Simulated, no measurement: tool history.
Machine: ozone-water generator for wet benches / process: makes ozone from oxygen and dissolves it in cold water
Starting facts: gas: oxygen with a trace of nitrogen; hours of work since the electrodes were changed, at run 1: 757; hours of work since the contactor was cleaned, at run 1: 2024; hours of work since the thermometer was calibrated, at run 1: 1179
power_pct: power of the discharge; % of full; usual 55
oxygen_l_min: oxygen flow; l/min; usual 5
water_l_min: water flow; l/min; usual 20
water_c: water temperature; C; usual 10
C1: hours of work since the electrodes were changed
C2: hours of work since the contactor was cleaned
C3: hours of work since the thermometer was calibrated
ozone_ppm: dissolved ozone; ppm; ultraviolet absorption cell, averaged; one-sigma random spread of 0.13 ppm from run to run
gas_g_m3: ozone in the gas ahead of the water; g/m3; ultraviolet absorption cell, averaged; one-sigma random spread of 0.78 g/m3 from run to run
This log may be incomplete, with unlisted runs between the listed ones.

run 1 hour=0 | power_pct=55 oxygen_l_min=5 water_l_min=20 water_c=10 | C1=757 C2=2024 C3=1179 | ozone_ppm=15.6 gas_g_m3=118.4
run 2 hour=163.3 | power_pct=55 oxygen_l_min=5 water_l_min=20 water_c=10 | C1=874 C2=2141 C3=1296 | ozone_ppm=15.3 gas_g_m3=118.6
run 3 hour=264 | power_pct=55 oxygen_l_min=5 water_l_min=20 water_c=10 | C1=946 C2=2213 C3=1368 | ozone_ppm=15.5 gas_g_m3=116.8
run 4 hour=379.3 | power_pct=55 oxygen_l_min=5 water_l_min=20 water_c=10 | C1=1028 C2=2296 C3=1451 | ozone_ppm=15.4 gas_g_m3=117.6
run 5 hour=522.7 | power_pct=55 oxygen_l_min=5 water_l_min=20 water_c=10 | C1=1131 C2=2398 C3=1553 | ozone_ppm=15.1 gas_g_m3=117.5
run 6 hour=686 | power_pct=55 oxygen_l_min=5 water_l_min=20 water_c=10 | C1=1248 C2=2515 C3=1670 | ozone_ppm=15.5 gas_g_m3=118.3
run 7 hour=827.3 | power_pct=55 oxygen_l_min=5 water_l_min=20 water_c=10 | C1=1349 C2=2617 C3=1771 | ozone_ppm=15.6 gas_g_m3=115.8
run 8 hour=971.8 | power_pct=55 oxygen_l_min=5 water_l_min=20 water_c=10 | C1=1452 C2=2720 C3=1875 | ozone_ppm=15.1 gas_g_m3=117.7
run 9 hour=1113.9 | power_pct=55 oxygen_l_min=5 water_l_min=20 water_c=10 | C1=1554 C2=2822 C3=1976 | ozone_ppm=15.3 gas_g_m3=117.1
run 10 hour=1320.3 | power_pct=55 oxygen_l_min=5 water_l_min=20 water_c=10 | C1=1702 C2=2969 C3=2124 | ozone_ppm=15.1 gas_g_m3=115.2
run 11 hour=1518.3 | power_pct=55 oxygen_l_min=5 water_l_min=20 water_c=10 | C1=1843 C2=3111 C3=2266 | ozone_ppm=15.3 gas_g_m3=117
run 12 hour=1649 | power_pct=55 oxygen_l_min=5 water_l_min=13 water_c=10 | C1=1937 C2=3205 C3=2359 | ozone_ppm=20.4 gas_g_m3=116.6
-- hour=1668.5 contactor cleaned
run 13 hour=1810.3 | power_pct=55 oxygen_l_min=5 water_l_min=13 water_c=10 | C1=2049 C2=101 C3=2472 | ozone_ppm=20.2 gas_g_m3=115.1
run 14 hour=1901.6 | power_pct=55 oxygen_l_min=5 water_l_min=20 water_c=10 | C1=2115 C2=167 C3=2537 | ozone_ppm=15 gas_g_m3=116.2
run 15 hour=2093.4 | power_pct=44 oxygen_l_min=5 water_l_min=20 water_c=10 | C1=2252 C2=304 C3=2675 | ozone_ppm=12.1 gas_g_m3=93.7
run 16 hour=2244.8 | power_pct=44 oxygen_l_min=5 water_l_min=20 water_c=10 | C1=2360 C2=412 C3=2783 | ozone_ppm=12 gas_g_m3=94.4
-- hour=2276.6 contactor cleaned, once more
run 17 hour=2442.4 | power_pct=44 oxygen_l_min=5 water_l_min=20 water_c=10 | C1=2499 C2=119 C3=2922 | ozone_ppm=12.3 gas_g_m3=92.8
run 18 hour=2603.7 | power_pct=91 oxygen_l_min=6.88 water_l_min=28 water_c=8 | C1=2614 C2=234 C3=3037 | ozone_ppm=19.9 gas_g_m3=155.8
run 19 hour=2787.6 | power_pct=69 oxygen_l_min=6.88 water_l_min=28 water_c=8 | C1=2746 C2=366 C3=3169 | ozone_ppm=15.5 gas_g_m3=121.2
run 20 hour=2954.9 | power_pct=53 oxygen_l_min=5 water_l_min=20 water_c=5 | C1=2866 C2=485 C3=3288 | ozone_ppm=15.4 gas_g_m3=109.8
run 21 hour=3159.5 | power_pct=53 oxygen_l_min=5 water_l_min=20 water_c=5 | C1=3012 C2=632 C3=3435 | ozone_ppm=15.3 gas_g_m3=107.2
run 22 hour=3269.5 | power_pct=53 oxygen_l_min=5 water_l_min=20 water_c=5 | C1=3091 C2=711 C3=3513 | ozone_ppm=15.4 gas_g_m3=108.2
run 23 hour=3424.3 | power_pct=53 oxygen_l_min=5 water_l_min=20 water_c=5 | C1=3202 C2=821 C3=3624 | ozone_ppm=15.3 gas_g_m3=109
run 24 hour=3517.3 | power_pct=59 oxygen_l_min=3.58 water_l_min=29 water_c=6 | C1=3268 C2=888 C3=3691 | ozone_ppm=10.8 gas_g_m3=137.7
run 25 hour=3661.3 | power_pct=58 oxygen_l_min=3.58 water_l_min=17 water_c=13 | C1=3371 C2=991 C3=3794 | ozone_ppm=15.9 gas_g_m3=137
run 26 hour=3828.9 | power_pct=58 oxygen_l_min=3.58 water_l_min=17 water_c=13 | C1=3491 C2=1111 C3=3914 | ozone_ppm=15.7 gas_g_m3=136.9
run 27 hour=4030.7 | power_pct=58 oxygen_l_min=3.58 water_l_min=17 water_c=13 | C1=3636 C2=1255 C3=4058 | ozone_ppm=15.9 gas_g_m3=135.2
run 28 hour=4207.2 | power_pct=55 oxygen_l_min=3.97 water_l_min=20 water_c=16 | C1=3762 C2=1382 C3=4185 | ozone_ppm=13.1 gas_g_m3=123.7
run 29 hour=4304.5 | power_pct=62 oxygen_l_min=4.84 water_l_min=20 water_c=8 | C1=3832 C2=1451 C3=4254 | ozone_ppm=16.6 gas_g_m3=124.5
run 30 hour=4498.7 | power_pct=62 oxygen_l_min=4.84 water_l_min=20 water_c=8 | C1=3971 C2=1590 C3=4393 | ozone_ppm=16.6 gas_g_m3=124.1
run 31 hour=4697.6 | power_pct=62 oxygen_l_min=4.84 water_l_min=27 water_c=8 | C1=4113 C2=1733 C3=4536 | ozone_ppm=12.8 gas_g_m3=125.3
run 32 hour=4835.7 | power_pct=62 oxygen_l_min=4.84 water_l_min=27 water_c=8 | C1=4212 C2=1831 C3=4634 | ozone_ppm=13 gas_g_m3=124.4
run 33 hour=5039.3 | power_pct=76 oxygen_l_min=4.84 water_l_min=27 water_c=8 | C1=4358 C2=1977 C3=4780 | ozone_ppm=15.2 gas_g_m3=146.9

Per-run results on a tool with no hidden state, each run keeping its own random variation:
The tool's hidden condition here consists of: yield of the discharge, % of new electrodes'; contactor's efficiency, % of a clean one's; true water temperature over the reading, C; drift of the gauge itself on ozone_ppm, %; drift of the gauge itself on gas_g_m3, %.
run=1 ozone_ppm=16 gas_g_m3=119.8
run=2 ozone_ppm=15.8 gas_g_m3=120.3
run=3 ozone_ppm=16 gas_g_m3=118.7
run=4 ozone_ppm=15.9 gas_g_m3=119.5
run=5 ozone_ppm=15.7 gas_g_m3=119.7
run=6 ozone_ppm=16.2 gas_g_m3=120.8
run=7 ozone_ppm=16.3 gas_g_m3=118.4
run=8 ozone_ppm=15.8 gas_g_m3=120.6
run=9 ozone_ppm=16.1 gas_g_m3=120.2
run=10 ozone_ppm=15.9 gas_g_m3=118.6
run=11 ozone_ppm=16.1 gas_g_m3=120.7
run=12 ozone_ppm=21.6 gas_g_m3=120.5
run=13 ozone_ppm=21.6 gas_g_m3=119.2
run=14 ozone_ppm=16.1 gas_g_m3=120.5
run=15 ozone_ppm=12.9 gas_g_m3=96.4
run=16 ozone_ppm=12.9 gas_g_m3=97.3
run=17 ozone_ppm=12.8 gas_g_m3=95.8
run=18 ozone_ppm=21.6 gas_g_m3=167.7
run=19 ozone_ppm=16.6 gas_g_m3=128.9
run=20 ozone_ppm=16.3 gas_g_m3=115.3
run=21 ozone_ppm=16.3 gas_g_m3=112.9
run=22 ozone_ppm=16.3 gas_g_m3=114.1
run=23 ozone_ppm=16.3 gas_g_m3=115.1
run=24 ozone_ppm=11.6 gas_g_m3=146.7
run=25 ozone_ppm=17.1 gas_g_m3=146.1
run=26 ozone_ppm=17 gas_g_m3=146.4
run=27 ozone_ppm=17.3 gas_g_m3=145
run=28 ozone_ppm=14.3 gas_g_m3=132.5
run=29 ozone_ppm=18.2 gas_g_m3=134.7
run=30 ozone_ppm=18.3 gas_g_m3=134.8
run=31 ozone_ppm=14.2 gas_g_m3=136.4
run=32 ozone_ppm=14.4 gas_g_m3=135.8
run=33 ozone_ppm=17.2 gas_g_m3=163.9
